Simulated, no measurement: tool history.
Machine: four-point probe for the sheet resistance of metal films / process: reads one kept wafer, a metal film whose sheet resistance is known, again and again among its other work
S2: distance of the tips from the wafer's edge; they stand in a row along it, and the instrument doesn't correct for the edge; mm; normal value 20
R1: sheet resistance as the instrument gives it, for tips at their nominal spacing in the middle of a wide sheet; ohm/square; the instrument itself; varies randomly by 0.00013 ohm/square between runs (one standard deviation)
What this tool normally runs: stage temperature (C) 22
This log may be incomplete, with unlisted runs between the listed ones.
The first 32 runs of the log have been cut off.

Run 33, hour 436.1: usual settings but stage temperature (C) 24, S2 4 mm. Result: R1 0.674062 ohm/square.
Run 34, hour 445.4: usual settings but stage temperature (C) 26, S2 31 mm. Result: R1 0.665002 ohm/square.
Run 35, hour 461.7: usual settings but stage temperature (C) 26, S2 31 mm. Result: R1 0.665022 ohm/square.
Run 36, hour 473.4: usual settings but stage temperature (C) 29, S2 11 mm. Result: R1 0.666329 ohm/square.
Run 37, hour 491.2: usual settings but stage temperature (C) 29, S2 71 mm. Result: R1 0.664865 ohm/square.
Run 38, hour 501.4: usual settings but stage temperature (C) 29, S2 71 mm. Result: R1 0.664964 ohm/square.
Run 39, hour 516.9: usual settings but stage temperature (C) 29, S2 71 mm. Result: R1 0.664963 ohm/square.
Run 40, hour 534.1: usual settings but stage temperature (C) 19, S2 65 mm. Result: R1 0.665035 ohm/square.
Run 41, hour 545.1: usual settings but stage temperature (C) 23, S2 5 mm. Result: R1 0.670846 ohm/square.
Run 42, hour 559.9: usual settings but stage temperature (C) 33, S2 30 mm. Result: R1 0.665153 ohm/square.
Run 43, hour 569.0: usual settings but stage temperature (C) 33, S2 30 mm. Result: R1 0.665100 ohm/square.
Run 44, hour 579.8: usual settings but stage temperature (C) 20, S2 30 mm. Result: R1 0.665155 ohm/square.

What if the next run were any one of these 4? Each begins from the tool's condition after run 44:
Run A, hour 593.0: usual settings but stage temperature (C) 23, S2 6 mm. Result: R1 ?.
Run B, hour 593.0: usual settings but stage temperature (C) 20, S2 24 mm. Result: R1 ?.
Run C, hour 593.0: usual settings but stage temperature (C) 20, S2 66 mm. Result: R1 ?.
Run D, hour 593.0: usual settings but stage temperature (C) 20, S2 3 mm. Result: R1 ?.

run        R1
  A  0.668921
  B  0.665325
  C  0.664898
  D  0.680657
What these runs would have given with no unlogged condition in the tool:
run        R1
  A  0.668932
  B  0.665336
  C  0.664909
  D  0.680668
